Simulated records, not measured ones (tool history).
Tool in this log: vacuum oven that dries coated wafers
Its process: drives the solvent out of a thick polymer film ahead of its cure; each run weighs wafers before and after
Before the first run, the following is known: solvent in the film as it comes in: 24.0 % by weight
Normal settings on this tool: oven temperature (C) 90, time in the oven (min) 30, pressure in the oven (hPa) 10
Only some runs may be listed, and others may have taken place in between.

run	hour	oven temperature (C)	time in the oven (min)	pressure in the oven (hPa)	solvent left in the film (%)
1	0	90	30	10	2.96
2	38.5	90	35	10	2.2
3	74.2	100	30	10	1.21
4	131.7	100	30	10	1.15
5	161.9	100	30	10	1.22
6	191.8	90	30	6.8	2.76
7	240.1	90	30	6.8	2.76
8	287.6	90	30	10	2.8
9	335.4	90	30	10	2.8
10	369.7	90	30	10	2.84
11	422.3	90	30	10	2.87
12	445.6	90	30	10	2.79
13	495.1	90	30	10	2.86
14	527.1	90	30	10	2.82
15	564.2	90	30	5.1	2.64
16	608.2	90	30	10	2.78
17	661.1	90	33	10	2.42
18	714.4	90	33	10	2.54
19	739.7	90	30	10	2.92
20	789.7	81	30	10	5.29
21	845.5	81	30	10	5.34
22	902.1	90	30	10	2.76
23	944.5	90	30	19.9	3.42
24	993.8	90	30	19.9	3.36
25	1024.9	90	30	19.9	3.29
26	1067.3	80	30	19.9	6.13
27	1120.6	80	16	5.5	9.63
28	1174.5	87	40	10	2.22
29	1230.8	90	30	19.3	3.31
30	1286.1	90	30	19.3	3.3
31	1324.4	90	20	20.8	5.78
32	1354.3	102	15	11.3	3.83
33	1391.5	102	15	11.3	3.93
34	1416.4	95	22	7.2	3.23
35	1457.8	95	26	7.2	2.29
36	1503.9	79	25	7.7	6.93
37	1546.2	90	31	10.1	2.68
38	1595.5	90	52	12.5	1.15
39	1629.8	79	16	12.5	10.38
40	1655.8	83	43	25.2	3.66
41	1690.8	90	30	5.5	2.6
42	1718.6	91	30	6	2.52
43	1756.5	90	49	10.8	1.23

Missing from the log above: 2 entries noted between runs. For each, name the pair of listed runs it sits between and say how the tool's hidden condition differs from the listed run just before to the listed run just after:
Run 7 -> run 8: vacuum gauge cleaned of residue and calibrated (hour 280.5)
  true wafer temperature over the reading, C: 0.09 -> 0.1; true pressure over the reading, kPa: 0.019 -> 0
Run 14 -> run 15: oven's thermocouples calibrated (hour 551.4)
  true wafer temperature over the reading, C: 0.11 -> 0

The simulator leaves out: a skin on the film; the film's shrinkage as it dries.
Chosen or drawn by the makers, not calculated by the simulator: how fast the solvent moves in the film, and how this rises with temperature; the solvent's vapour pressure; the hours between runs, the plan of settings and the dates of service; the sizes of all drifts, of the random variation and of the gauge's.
